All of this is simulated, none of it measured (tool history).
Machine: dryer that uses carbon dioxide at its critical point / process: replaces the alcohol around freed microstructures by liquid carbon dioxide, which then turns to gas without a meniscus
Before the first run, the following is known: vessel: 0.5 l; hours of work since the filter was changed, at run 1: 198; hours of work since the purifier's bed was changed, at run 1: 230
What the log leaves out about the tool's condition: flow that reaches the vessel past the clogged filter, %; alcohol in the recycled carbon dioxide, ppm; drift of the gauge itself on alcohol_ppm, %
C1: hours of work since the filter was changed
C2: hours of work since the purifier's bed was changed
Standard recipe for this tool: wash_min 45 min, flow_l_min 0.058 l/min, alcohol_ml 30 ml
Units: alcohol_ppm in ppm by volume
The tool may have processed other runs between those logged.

Run 1, hour 0: usual settings; C1 198; C2 230. Result: alcohol_ppm 957 ppm by volume.
Run 2, hour 16.6: usual settings; C1 206; C2 239. Result: alcohol_ppm 960 ppm by volume.
Run 3, hour 30.3: usual settings; C1 213; C2 245. Result: alcohol_ppm 947 ppm by volume.
Run 4, hour 47.9: usual settings; C1 221; C2 254. Result: alcohol_ppm 971 ppm by volume.
Run 5, hour 57.3: usual settings; C1 226; C2 259. Result: alcohol_ppm 982 ppm by volume.
Run 6, hour 66.7: usual settings but flow_l_min 0.038 l/min; C1 231; C2 263. Result: alcohol_ppm 3836 ppm by volume.
Run 7, hour 80.9: usual settings; C1 238; C2 270. Result: alcohol_ppm 1007 ppm by volume.
Run 8, hour 92.1: usual settings; C1 243; C2 276. Result: alcohol_ppm 1007 ppm by volume.
Run 9, hour 101.6: usual settings; C1 248; C2 281. Result: alcohol_ppm 1015 ppm by volume.
Run 10, hour 120.4: usual settings; C1 257; C2 290. Result: alcohol_ppm 1034 ppm by volume.
Run 11, hour 141.7: usual settings; C1 268; C2 301. Result: alcohol_ppm 1033 ppm by volume.
Run 12, hour 154.3: usual settings; C1 274; C2 307. Result: alcohol_ppm 1055 ppm by volume.
Run 13, hour 164.5: usual settings; C1 279; C2 312. Result: alcohol_ppm 1087 ppm by volume.
Run 14, hour 185.7: usual settings but flow_l_min 0.075 l/min; C1 290; C2 322. Result: alcohol_ppm 398 ppm by volume.
Run 15, hour 202.4: usual settings but alcohol_ml 76 ml; C1 298; C2 331. Result: alcohol_ppm 2620 ppm by volume.
Run 16, hour 215.9: usual settings but alcohol_ml 76 ml; C1 305; C2 337. Result: alcohol_ppm 2709 ppm by volume.
Run 17, hour 233.7: usual settings but alcohol_ml 76 ml; C1 313; C2 346. Result: alcohol_ppm 2727 ppm by volume.
Run 18, hour 246: usual settings but alcohol_ml 76 ml; C1 320; C2 352. Result: alcohol_ppm 2776 ppm by volume.
Run 19, hour 257.9: usual settings but alcohol_ml 76 ml; C1 325; C2 358. Result: alcohol_ppm 2698 ppm by volume.
Run 20, hour 277.8: usual settings but alcohol_ml 76 ml; C1 335; C2 368. Result: alcohol_ppm 2865 ppm by volume.
Run 21, hour 291.3: usual settings but wash_min 64 min; C1 342; C2 375. Result: alcohol_ppm 259 ppm by volume.
Run 22, hour 303.4: usual settings but wash_min 64 min; C1 348; C2 381. Result: alcohol_ppm 253 ppm by volume.
Run 23, hour 316.6: usual settings but wash_min 33 min; C1 355; C2 387. Result: alcohol_ppm 3350 ppm by volume.
Run 24, hour 325.9: usual settings but wash_min 33 min; C1 359; C2 392. Result: alcohol_ppm 3297 ppm by volume.
Run 25, hour 342.3: usual settings but wash_min 31 min, flow_l_min 0.0425 l/min, alcohol_ml 28 ml; C1 367; C2 400. Result: alcohol_ppm 7446 ppm by volume.
Run 26, hour 363.1: usual settings but wash_min 39 min, flow_l_min 0.0385 l/min, alcohol_ml 26 ml; C1 378; C2 410. Result: alcohol_ppm 5320 ppm by volume.
Run 27, hour 372.8: usual settings but wash_min 28 min, flow_l_min 0.0772 l/min, alcohol_ml 21 ml; C1 382; C2 415. Result: alcohol_ppm 1763 ppm by volume.
Run 28, hour 392.4: usual settings but wash_min 28 min, flow_l_min 0.0787 l/min, alcohol_ml 62 ml; C1 392; C2 425. Result: alcohol_ppm 4871 ppm by volume.
Run 29, hour 408.7: usual settings but wash_min 28 min, flow_l_min 0.0787 l/min, alcohol_ml 62 ml; C1 400; C2 433. Result: alcohol_ppm 4871 ppm by volume.
Run 30, hour 430.3: usual settings but wash_min 48 min, alcohol_ml 62 ml; C1 411; C2 444. Result: alcohol_ppm 2038 ppm by volume.
Run 31, hour 446: usual settings but wash_min 28 min, alcohol_ml 65 ml; C1 419; C2 451. Result: alcohol_ppm 11574 ppm by volume.
Run 32, hour 463.2: usual settings but wash_min 28 min, alcohol_ml 65 ml; C1 427; C2 460. Result: alcohol_ppm 12092 ppm by volume.
Run 33, hour 479.3: usual settings but wash_min 28 min, flow_l_min 0.039 l/min, alcohol_ml 52 ml; C1 435; C2 468. Result: alcohol_ppm 20387 ppm by volume.
Run 34, hour 499.2: usual settings but wash_min 40 min, flow_l_min 0.0399 l/min, alcohol_ml 47 ml; C1 445; C2 478. Result: alcohol_ppm 8729 ppm by volume.
Run 35, hour 510.3: usual settings but wash_min 40 min, flow_l_min 0.0399 l/min, alcohol_ml 47 ml; C1 451; C2 483. Result: alcohol_ppm 8850 ppm by volume.
Run 36, hour 524.1: usual settings but wash_min 37 min, flow_l_min 0.073 l/min, alcohol_ml 31 ml; C1 458; C2 490. Result: alcohol_ppm 1289 ppm by volume.
Run 37, hour 545.3: usual settings but wash_min 61 min, flow_l_min 0.0633 l/min, alcohol_ml 33 ml; C1 468; C2 501. Result: alcohol_ppm 321 ppm by volume.
Run 38, hour 557.6: usual settings but flow_l_min 0.085 l/min, alcohol_ml 27 ml; C1 474; C2 507. Result: alcohol_ppm 306 ppm by volume.
Run 39, hour 576.9: usual settings but wash_min 68 min, flow_l_min 0.0792 l/min, alcohol_ml 27 ml; C1 484; C2 516. Result: alcohol_ppm 104 ppm by volume.
Run 40, hour 591: usual settings but flow_l_min 0.0478 l/min, alcohol_ml 20 ml; C1 491; C2 523. Result: alcohol_ppm 1806 ppm by volume.
Run 41, hour 612.1: usual settings but wash_min 51 min, flow_l_min 0.0666 l/min, alcohol_ml 108 ml; C1 501; C2 534. Result: alcohol_ppm 1736 ppm by volume.
Run 42, hour 631: usual settings but wash_min 51 min, flow_l_min 0.0644 l/min, alcohol_ml 108 ml; C1 511; C2 543. Result: alcohol_ppm 2045 ppm by volume.
Run 43, hour 646.8: usual settings but wash_min 57 min, flow_l_min 0.04 l/min, alcohol_ml 112 ml; C1 518; C2 551. Result: alcohol_ppm 8221 ppm by volume.
At hour 663.4: inlet filter changed.
Run 44, hour 668.6: usual settings but wash_min 66 min, flow_l_min 0.0691 l/min, alcohol_ml 48 ml; C1 3; C2 561. Result: alcohol_ppm 116 ppm by volume.
Run 45, hour 679.3: usual settings but wash_min 37 min, flow_l_min 0.0548 l/min, alcohol_ml 48 ml; C1 8; C2 567. Result: alcohol_ppm 3072 ppm by volume.

Forecast run 46:
Run 46, hour 694.3: usual settings but wash_min 46 min; C1 15; C2 574. Result: alcohol_ppm ?.

{"run 46": {"alcohol_ppm": 741}}
Without the tool's hidden state the same run would have given alcohol_ppm 624 ppm by volume.
